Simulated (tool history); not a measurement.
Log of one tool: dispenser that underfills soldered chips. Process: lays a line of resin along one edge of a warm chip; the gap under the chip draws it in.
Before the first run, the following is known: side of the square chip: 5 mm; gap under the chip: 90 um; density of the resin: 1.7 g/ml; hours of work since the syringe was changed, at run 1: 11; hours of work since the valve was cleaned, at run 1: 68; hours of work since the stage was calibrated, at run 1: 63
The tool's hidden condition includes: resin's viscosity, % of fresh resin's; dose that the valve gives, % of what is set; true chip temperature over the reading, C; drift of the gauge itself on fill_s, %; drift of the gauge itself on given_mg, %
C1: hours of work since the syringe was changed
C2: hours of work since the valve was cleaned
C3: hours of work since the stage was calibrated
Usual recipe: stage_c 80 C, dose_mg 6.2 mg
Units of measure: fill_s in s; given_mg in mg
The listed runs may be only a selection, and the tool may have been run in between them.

Run 1, hour 0: usual settings; C1 11; C2 68; C3 63. Result: fill_s 42.5 s, given_mg 6 mg.
At hour 1.1: new syringe of resin.
Run 2, hour 6.8: usual settings but stage_c 70 C; C1 4; C2 73; C3 68. Result: fill_s 49.2 s, given_mg 6.01 mg.
Run 3, hour 12.9: usual settings but stage_c 70 C; C1 9; C2 78; C3 73. Result: fill_s 62.6 s, given_mg 6 mg.
At hour 16.2: new syringe of resin.
At hour 19.4: dispensing valve cleaned and set on the balance.
Run 4, hour 19.4: usual settings but stage_c 70 C; C1 2; C2 0; C3 77. Result: fill_s 41.8 s, given_mg 6.23 mg.
Run 5, hour 22.2: usual settings but stage_c 74 C; C1 4; C2 2; C3 79. Result: fill_s 38.6 s, given_mg 6.19 mg.
Run 6, hour 26.1: usual settings but stage_c 73 C; C1 7; C2 5; C3 82. Result: fill_s 48.1 s, given_mg 6.2 mg.
Run 7, hour 30.4: usual settings but stage_c 73 C; C1 10; C2 9; C3 85. Result: fill_s 57.6 s, given_mg 6.21 mg.
At hour 32.3: new syringe of resin.
Run 8, hour 37: usual settings but stage_c 73 C; C1 4; C2 14; C3 90. Result: fill_s 40 s, given_mg 6.15 mg.
Run 9, hour 40: usual settings; C1 6; C2 16; C3 93. Result: fill_s 32.4 s, given_mg 6.15 mg.
Run 10, hour 46.6: usual settings; C1 11; C2 21; C3 98. Result: fill_s 43.4 s, given_mg 6.13 mg.
At hour 47.4: new syringe of resin.
Run 11, hour 52.8: usual settings; C1 4; C2 26; C3 102. Result: fill_s 29.1 s, given_mg 6.13 mg.
Run 12, hour 58.5: usual settings; C1 9; C2 30; C3 107. Result: fill_s 37.4 s, given_mg 6.14 mg.
At hour 62.5: new syringe of resin.
Run 13, hour 62.5: usual settings; C1 0; C2 33; C3 110. Result: fill_s 22.5 s, given_mg 6.15 mg.
Run 14, hour 67.8: usual settings; C1 4; C2 37; C3 114. Result: fill_s 29.1 s, given_mg 6.12 mg.
Run 15, hour 73.2: usual settings; C1 8; C2 41; C3 118. Result: fill_s 36.3 s, given_mg 6.1 mg.
At hour 77.2: new syringe of resin.
Run 16, hour 77.3: usual settings but stage_c 75 C; C1 0; C2 44; C3 121. Result: fill_s 29.5 s, given_mg 6.09 mg.
Run 17, hour 81: usual settings; C1 3; C2 47; C3 124. Result: fill_s 26.6 s, given_mg 6.1 mg.
Run 18, hour 86: usual settings; C1 7; C2 51; C3 128. Result: fill_s 33.9 s, given_mg 6.07 mg.
Run 19, hour 91.4: usual settings but stage_c 69 C, dose_mg 6.65 mg; C1 11; C2 55; C3 132. Result: fill_s 72.2 s, given_mg 6.5 mg.
At hour 92.1: new syringe of resin.
Run 20, hour 98.1: usual settings but stage_c 82 C, dose_mg 5.55 mg; C1 5; C2 60; C3 137. Result: fill_s 26.3 s, given_mg 5.39 mg.
Run 21, hour 101.2: usual settings but stage_c 82 C, dose_mg 5.55 mg; C1 7; C2 63; C3 140. Result: fill_s 31.1 s, given_mg 5.4 mg.
Run 22, hour 104.4: usual settings but stage_c 77 C, dose_mg 5.95 mg; C1 10; C2 65; C3 142. Result: fill_s 43.9 s, given_mg 5.8 mg.
At hour 107.2: new syringe of resin.
Run 23, hour 111: usual settings but stage_c 71 C, dose_mg 5.33 mg; C1 3; C2 70; C3 147. Result: fill_s 43.3 s, given_mg 5.18 mg.
Run 24, hour 116.7: usual settings but stage_c 89 C, dose_mg 8.02 mg; C1 7; C2 75; C3 151. Result: fill_s 22.9 s, given_mg 7.74 mg.
At hour 121.8: new syringe of resin.
Run 25, hour 123.5: usual settings but stage_c 93 C, dose_mg 7.67 mg; C1 1; C2 80; C3 157. Result: fill_s 13.2 s, given_mg 7.41 mg.
At hour 128: dispensing valve cleaned and set on the balance.
Run 26, hour 129.8: usual settings but stage_c 70 C, dose_mg 7.39 mg; C1 5; C2 1; C3 161. Result: fill_s 49.4 s, given_mg 7.38 mg.
Run 27, hour 136.1: usual settings but stage_c 78 C, dose_mg 6.9 mg; C1 10; C2 6; C3 166. Result: fill_s 43.1 s, given_mg 6.87 mg.
At hour 137.7: new syringe of resin.
Run 28, hour 139.7: usual settings but stage_c 70 C, dose_mg 7.57 mg; C1 2; C2 9; C3 168. Result: fill_s 40.5 s, given_mg 7.54 mg.
Run 29, hour 143: usual settings but dose_mg 8.01 mg; C1 4; C2 12; C3 171. Result: fill_s 28.6 s, given_mg 7.94 mg.
Run 30, hour 148.2: usual settings but stage_c 89 C, dose_mg 5.92 mg; C1 8; C2 16; C3 175. Result: fill_s 24.6 s, given_mg 5.89 mg.
Run 31, hour 150.9: usual settings but stage_c 85 C, dose_mg 7.25 mg; C1 10; C2 18; C3 177. Result: fill_s 32.3 s, given_mg 7.2 mg.
At hour 152.6: new syringe of resin.
Run 32, hour 154: usual settings but stage_c 94 C, dose_mg 7.17 mg; C1 1; C2 20; C3 179. Result: fill_s 12.5 s, given_mg 7.1 mg.
Run 33, hour 158.6: usual settings but stage_c 79 C, dose_mg 6.71 mg; C1 5; C2 24; C3 183. Result: fill_s 30.9 s, given_mg 6.62 mg.
Run 34, hour 164.4: usual settings but stage_c 79 C, dose_mg 6.71 mg; C1 9; C2 28; C3 187. Result: fill_s 39.2 s, given_mg 6.64 mg.
At hour 167.3: new syringe of resin.
Run 35, hour 167.5: usual settings but stage_c 79 C, dose_mg 6.71 mg; C1 0; C2 30; C3 190. Result: fill_s 23.9 s, given_mg 6.6 mg.

4 options for the next run, each taken on its own from the tool as it stands now. Forecast them:
Run A, hour 173.6: usual settings but stage_c 93 C, dose_mg 7.79 mg; C1 5; C2 35; C3 194. Result: fill_s ?, given_mg ?.
Run B, hour 173.6: usual settings but stage_c 77 C, dose_mg 7.88 mg; C1 5; C2 35; C3 194. Result: fill_s ?, given_mg ?.
Run C, hour 173.6: usual settings but stage_c 94 C, dose_mg 6.36 mg; C1 5; C2 35; C3 194. Result: fill_s ?, given_mg ?.
Run D, hour 173.6: usual settings but stage_c 85 C, dose_mg 5.89 mg; C1 5; C2 35; C3 194. Result: fill_s ?, given_mg ?.

run  fill_s  given_mg
  A      16       7.7
  B    33.8      7.77
  C    15.5      6.27
  D    23.9       5.8
What these runs would have given with no unlogged condition in the tool:
run  fill_s  given_mg
  A    12.4      7.82
  B    26.2      7.89
  C    11.9      6.37
  D    18.6       5.9

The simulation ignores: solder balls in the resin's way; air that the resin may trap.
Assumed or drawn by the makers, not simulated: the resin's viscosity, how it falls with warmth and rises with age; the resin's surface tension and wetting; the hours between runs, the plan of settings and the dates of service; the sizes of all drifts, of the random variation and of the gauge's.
